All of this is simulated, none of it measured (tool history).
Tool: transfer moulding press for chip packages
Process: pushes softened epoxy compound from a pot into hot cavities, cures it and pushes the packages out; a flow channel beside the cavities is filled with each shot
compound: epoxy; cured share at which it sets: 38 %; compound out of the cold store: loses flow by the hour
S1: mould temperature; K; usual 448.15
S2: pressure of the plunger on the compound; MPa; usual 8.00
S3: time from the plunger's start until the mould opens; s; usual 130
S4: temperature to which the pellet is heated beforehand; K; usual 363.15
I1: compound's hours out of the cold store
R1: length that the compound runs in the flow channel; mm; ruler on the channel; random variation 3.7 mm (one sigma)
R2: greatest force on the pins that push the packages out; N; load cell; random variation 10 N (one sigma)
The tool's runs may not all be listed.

run   hour      S1    S2   S3      S4    I1    R1    R2
  1    0.0  448.15  8.00  130  363.15  25.7   948   741
  2   10.4  448.15  8.00  130  368.15  33.9   901   750
      22.0  -- cavities cleaned with cleaning compound and waxed
  3   25.9  448.15  8.00  130  363.15  41.5   875   467
  4   37.2  448.15  8.00  130  363.15  35.4   904   507
  5   45.8  448.15  8.00  130  360.15  35.9   896   538
  6   56.3  448.15  8.00  130  360.15  34.2   907   568
  7   66.2  448.15  6.16  130  363.15  32.1   803   584
  8   75.3  448.15  6.16  130  363.15  10.4   882   675
  9   83.6  453.15  8.00  130  363.15  46.0   843   568
 10   96.6  453.15  8.00  130  363.15  39.8   868   595
 11  108.4  453.15  8.00  130  363.15  18.8   945   622
 12  120.7  453.15  8.00  130  363.15  24.8   921   638
 13  132.3  453.15  8.00  130  363.15  14.8   964   629
 14  145.4  448.15  8.00  130  363.15  35.7   893   749
     150.9  -- cavities cleaned with cleaning compound and waxed
 15  157.9  448.15  8.34  130  363.15  16.2   996   493
 16  170.4  448.15  6.11  130  363.15  43.9   760   514
 17  178.6  443.15  8.16  142  371.15  42.8   892   654
 18  185.9  443.15  7.81  115  367.15  11.6  1005  1147
 19  192.9  449.15  6.34  143  360.15  17.8   853   530
 20  205.6  449.15  6.34  143  360.15  47.6   751   548
 21  213.1  448.15  9.68  142  359.15  25.6  1026   578
 22  227.3  454.15  6.55  112  364.15  14.1   865   637
 23  235.1  451.15  8.00  130  367.15  27.5   909   636
 24  244.0  448.15  8.00  130  365.15   9.7   988   759
 25  250.6  448.15  8.00  130  365.15  26.6   925   733
 26  257.1  448.15  8.00  130  365.15  13.7   974   776
 27  266.2  451.15  7.11  112  365.15  46.9   789   802
     279.6  -- cavities cleaned with cleaning compound and waxed
 28  281.4  452.15  9.55  145  362.15  17.8  1037   396
 29  288.0  452.15  9.61  145  362.15  34.4   968   423

3 ways to go on from here, each from the tool as it stands after run 29. What would each give?
  A  296.8  452.15  9.61  145  356.15  20.5   ?   ?
  B  296.8  448.15  8.00  130  370.15  38.4   ?   ?
  C  296.8  452.15  9.61  145  358.15  26.7   ?   ?

run    R1   R2
  A  1015  436
  B   873  508
  C   994  445
Without the tool's hidden state the same runs would have given:
run    R1   R2
  A  1063  377
  B   914  434
  C  1042  385

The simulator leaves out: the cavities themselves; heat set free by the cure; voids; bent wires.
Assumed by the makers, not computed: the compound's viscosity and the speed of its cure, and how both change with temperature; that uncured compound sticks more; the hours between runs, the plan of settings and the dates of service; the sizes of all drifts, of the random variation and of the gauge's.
